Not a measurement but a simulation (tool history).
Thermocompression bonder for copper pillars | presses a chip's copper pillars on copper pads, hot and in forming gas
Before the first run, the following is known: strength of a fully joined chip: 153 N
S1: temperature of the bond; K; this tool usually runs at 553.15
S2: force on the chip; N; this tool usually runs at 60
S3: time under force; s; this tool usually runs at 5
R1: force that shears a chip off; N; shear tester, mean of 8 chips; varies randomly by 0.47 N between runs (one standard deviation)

run   hour      S1  S2  S3     R1
  1      0  553.15  60   5   85.1
  2    8.7  553.15  50   5   72.1
  3   14.7  553.15  68   5   96.6
  4   18.6  553.15  68   5   95.4
  5   27.1  553.15  60   5   85.5
  6   34.5  553.15  46   5   65.4
  7   40.2  553.15  60   5   85.7
  8     46  553.15  60   5   85.3
  9   51.2  553.15  60   5   85.2
 10   59.7  553.15  60   5   86.6
 11     66  553.15  60   5   86.2
 12   75.2  553.15  60   5   85.1
 13   83.1  553.15  60   5   85.5
 14   88.9  553.15  60   5   85.4
 15     95  553.15  47   5   66.9
 16  102.6  553.15  47   5   67.1
 17  111.1  553.15  47   5   67.9
 18  119.1  553.15  47   5   66.9
 19  124.6  560.15  60   5   89.9
 20  132.1  553.15  60   5   86.5
 21  141.3  577.15  54   5   94.7
 22  147.5  578.15  54   3   82.4
 23  155.4  550.15  78   9  119.6
 24    160  550.15  38   9   63.2
 25  165.6  553.15  74   5  101.2
 26  174.5  568.15  40   5   65.7
 27  180.4  563.15  58   5   90.8
 28  186.4  563.15  58   5   90.8
 29  193.9  548.15  73  10  116.5
 30  200.8  547.15  44   3   47.2
 31  206.5  547.15  44   3   47.3
 32  215.4  553.15  85   8  124.2
 33  219.5  553.15  85   8  122.8
 34  223.7  560.15  44  12   89.6
 35  227.7  525.15  63   4   61.7
     230.9  -- forming gas filter changed
 36  232.6  525.15  63   4   63.1
 37  240.4  538.15  63   6   84.3
 38  244.8  546.15  38   9   62.5
 39  249.8  558.15  77  12  133.2

Each run again, without the hidden state but with its own random variation kept:
Hidden conditions of the tool in this case: true temperature of the bond over the reading, C; force that reaches the chip, % of what is set; oxide that the forming gas leaves, % of the face; drift of the gauge itself on shear_n, %.
run     R1
  1   83.2
  2   70.2
  3   94.8
  4   93.6
  5   83.7
  6   63.6
  7   83.8
  8   83.5
  9   83.4
 10   84.9
 11   84.5
 12   83.4
 13   83.9
 14   83.7
 15   65.2
 16   65.4
 17   66.3
 18   65.3
 19   88.5
 20     85
 21   93.7
 22   81.2
 23  119.5
 24   61.7
 25  100.3
 26   64.3
 27   89.7
 28   89.7
 29  116.4
 30   45.9
 31     46
 32  124.9
 33  123.6
 34   88.6
 35   59.9
 36   59.4
 37   80.2
 38     59
 39  130.6

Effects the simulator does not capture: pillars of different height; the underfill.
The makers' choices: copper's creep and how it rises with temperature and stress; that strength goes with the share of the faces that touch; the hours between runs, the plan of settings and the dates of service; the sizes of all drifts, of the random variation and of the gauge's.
